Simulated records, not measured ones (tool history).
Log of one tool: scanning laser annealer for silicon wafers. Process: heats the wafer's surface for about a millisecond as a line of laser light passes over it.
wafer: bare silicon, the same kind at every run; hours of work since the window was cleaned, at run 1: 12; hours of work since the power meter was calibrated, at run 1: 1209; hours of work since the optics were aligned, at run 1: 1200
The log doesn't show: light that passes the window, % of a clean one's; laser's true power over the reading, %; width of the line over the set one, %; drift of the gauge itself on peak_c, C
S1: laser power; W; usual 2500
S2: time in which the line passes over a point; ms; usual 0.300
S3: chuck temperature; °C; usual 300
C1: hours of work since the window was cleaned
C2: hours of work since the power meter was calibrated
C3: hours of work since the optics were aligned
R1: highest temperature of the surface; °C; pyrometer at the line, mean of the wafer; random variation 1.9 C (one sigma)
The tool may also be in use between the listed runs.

run,hour,S1,S2,S3,C1,C2,C3,R1
1,0.0,2500,0.300,300,12,1209,1200,1080
2,44.8,2500,0.300,300,32,1229,1219,1077
3,95.7,2500,0.300,300,54,1251,1242,1076
4,148.4,2500,0.222,300,77,1274,1265,953
5,198.0,2646,0.222,300,99,1296,1286,999
6,266.9,2646,0.222,300,129,1326,1317,990
7,324.1,2646,0.222,300,154,1351,1342,993
8,381.6,2500,0.300,300,179,1376,1367,1063
9,423.0,2539,0.300,300,197,1394,1385,1070
10,461.4,2539,0.300,300,214,1411,1402,1071
11,501.5,2351,0.222,332,232,1429,1419,924
12,544.1,2500,0.359,316,250,1447,1438,1147
13,617.5,2532,0.269,316,282,1479,1470,1031
14,691.2,2688,0.253,268,315,1512,1502,1008
15,748.2,2413,0.276,315,340,1537,1527,990
16,792.3,2500,0.232,306,359,1556,1546,944
17,831.4,2500,0.232,306,376,1573,1563,942

4 ways to go on from here, each from the tool as it stands after run 17. What would each give?
A,868.1,2690,0.300,328,392,1589,1579,?
B,868.1,2391,0.232,306,392,1589,1579,?
C,868.1,2500,0.326,287,392,1589,1579,?
D,868.1,2500,0.228,267,392,1589,1579,?

run,R1
A,1135
B,905
C,1058
D,896
Without the tool's hidden state the same runs would have given:
run,R1
A,1199
B,953
C,1119
D,946

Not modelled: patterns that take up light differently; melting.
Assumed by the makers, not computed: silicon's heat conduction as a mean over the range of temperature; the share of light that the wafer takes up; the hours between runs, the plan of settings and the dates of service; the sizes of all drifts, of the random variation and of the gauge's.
